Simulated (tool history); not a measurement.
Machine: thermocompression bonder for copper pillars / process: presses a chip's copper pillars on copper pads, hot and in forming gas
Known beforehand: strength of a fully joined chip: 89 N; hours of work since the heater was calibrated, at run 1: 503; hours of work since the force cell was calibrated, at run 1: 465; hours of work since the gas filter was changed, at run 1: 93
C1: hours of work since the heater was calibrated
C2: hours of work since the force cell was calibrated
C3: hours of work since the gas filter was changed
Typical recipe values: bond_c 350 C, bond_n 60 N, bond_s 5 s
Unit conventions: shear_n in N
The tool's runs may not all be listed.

run 1 hour=0.0 | bond_c=350 bond_n=60 bond_s=5 | C1=503 C2=465 C3=93 | shear_n=48.1
run 2 hour=17.4 | bond_c=350 bond_n=60 bond_s=4 | C1=515 C2=477 C3=106 | shear_n=44.6
run 3 hour=34.5 | bond_c=350 bond_n=60 bond_s=5 | C1=527 C2=490 C3=118 | shear_n=46.6
run 4 hour=50.7 | bond_c=350 bond_n=42 bond_s=5 | C1=539 C2=501 C3=130 | shear_n=35.9
run 5 hour=71.1 | bond_c=350 bond_n=42 bond_s=5 | C1=554 C2=516 C3=144 | shear_n=34.5
run 6 hour=87.3 | bond_c=350 bond_n=42 bond_s=5 | C1=566 C2=528 C3=156 | shear_n=35.0
run 7 hour=107.1 | bond_c=350 bond_n=42 bond_s=5 | C1=580 C2=542 C3=170 | shear_n=34.8
-- hour=118.0 forming gas filter changed
run 8 hour=125.9 | bond_c=350 bond_n=60 bond_s=5 | C1=593 C2=555 C3=6 | shear_n=51.1
run 9 hour=143.2 | bond_c=350 bond_n=60 bond_s=5 | C1=606 C2=568 C3=18 | shear_n=50.8
run 10 hour=155.2 | bond_c=376 bond_n=60 bond_s=5 | C1=614 C2=577 C3=27 | shear_n=58.7
run 11 hour=166.7 | bond_c=376 bond_n=60 bond_s=5 | C1=623 C2=585 C3=35 | shear_n=58.7
run 12 hour=180.6 | bond_c=376 bond_n=60 bond_s=5 | C1=633 C2=595 C3=45 | shear_n=57.5
run 13 hour=193.7 | bond_c=340 bond_n=60 bond_s=5 | C1=642 C2=604 C3=55 | shear_n=46.1
run 14 hour=211.6 | bond_c=350 bond_n=48 bond_s=5 | C1=655 C2=617 C3=68 | shear_n=41.4
run 15 hour=228.3 | bond_c=350 bond_n=48 bond_s=5 | C1=667 C2=629 C3=80 | shear_n=41.1
run 16 hour=244.1 | bond_c=350 bond_n=60 bond_s=5 | C1=679 C2=641 C3=91 | shear_n=49.0
run 17 hour=261.1 | bond_c=350 bond_n=60 bond_s=5 | C1=691 C2=653 C3=103 | shear_n=47.6
run 18 hour=278.5 | bond_c=350 bond_n=60 bond_s=5 | C1=703 C2=666 C3=116 | shear_n=47.7
run 19 hour=295.5 | bond_c=350 bond_n=60 bond_s=5 | C1=716 C2=678 C3=128 | shear_n=45.5
run 20 hour=305.2 | bond_c=350 bond_n=60 bond_s=5 | C1=723 C2=685 C3=135 | shear_n=46.7
run 21 hour=318.6 | bond_c=350 bond_n=60 bond_s=5 | C1=732 C2=695 C3=145 | shear_n=46.4
run 22 hour=332.2 | bond_c=350 bond_n=60 bond_s=5 | C1=742 C2=705 C3=155 | shear_n=46.4
run 23 hour=352.7 | bond_c=322 bond_n=60 bond_s=11 | C1=757 C2=719 C3=170 | shear_n=47.3
-- hour=363.9 forming gas filter changed
run 24 hour=372.2 | bond_c=322 bond_n=60 bond_s=11 | C1=771 C2=733 C3=6 | shear_n=54.4
run 25 hour=388.8 | bond_c=322 bond_n=60 bond_s=11 | C1=783 C2=745 C3=18 | shear_n=52.7
run 26 hour=407.6 | bond_c=376 bond_n=61 bond_s=11 | C1=796 C2=759 C3=32 | shear_n=71.1
run 27 hour=422.7 | bond_c=324 bond_n=58 bond_s=14 | C1=807 C2=770 C3=42 | shear_n=55.4
-- hour=425.4 force cell calibrated
run 28 hour=443.6 | bond_c=379 bond_n=42 bond_s=3 | C1=821 C2=13 C3=57 | shear_n=39.0
run 29 hour=462.7 | bond_c=379 bond_n=42 bond_s=3 | C1=835 C2=27 C3=70 | shear_n=37.7
run 30 hour=482.0 | bond_c=350 bond_n=60 bond_s=4 | C1=849 C2=41 C3=84 | shear_n=45.2
run 31 hour=498.4 | bond_c=350 bond_n=60 bond_s=7 | C1=861 C2=53 C3=96 | shear_n=52.9
run 32 hour=515.4 | bond_c=350 bond_n=60 bond_s=7 | C1=873 C2=65 C3=108 | shear_n=52.2
-- hour=526.8 force cell calibrated, once more
run 33 hour=528.4 | bond_c=350 bond_n=65 bond_s=13 | C1=882 C2=1 C3=117 | shear_n=65.9
run 34 hour=539.4 | bond_c=355 bond_n=60 bond_s=3 | C1=890 C2=9 C3=125 | shear_n=42.9
run 35 hour=556.0 | bond_c=353 bond_n=58 bond_s=3 | C1=901 C2=21 C3=137 | shear_n=41.6
run 36 hour=566.8 | bond_c=344 bond_n=44 bond_s=12 | C1=909 C2=29 C3=144 | shear_n=49.0
run 37 hour=587.4 | bond_c=344 bond_n=44 bond_s=12 | C1=924 C2=44 C3=159 | shear_n=48.8
run 38 hour=599.2 | bond_c=368 bond_n=66 bond_s=6 | C1=933 C2=52 C3=168 | shear_n=59.0
-- hour=612.5 forming gas filter changed
run 39 hour=617.5 | bond_c=368 bond_n=46 bond_s=6 | C1=946 C2=65 C3=4 | shear_n=53.5
run 40 hour=628.9 | bond_c=323 bond_n=62 bond_s=8 | C1=954 C2=73 C3=12 | shear_n=52.0

Branching from run 40: 3 alternative next runs. What would each branch give?
run A hour=642.8 | bond_c=354 bond_n=70 bond_s=7 | C1=964 C2=83 C3=22 | shear_n=?
run B hour=642.8 | bond_c=328 bond_n=77 bond_s=5 | C1=964 C2=83 C3=22 | shear_n=?
run C hour=642.8 | bond_c=323 bond_n=49 bond_s=8 | C1=964 C2=83 C3=22 | shear_n=?

run=A shear_n=64.9
run=B shear_n=53.4
run=C shear_n=43.8
Had the tool no hidden state, the same runs would have come out as:
run=A shear_n=63.2
run=B shear_n=51.2
run=C shear_n=41.6
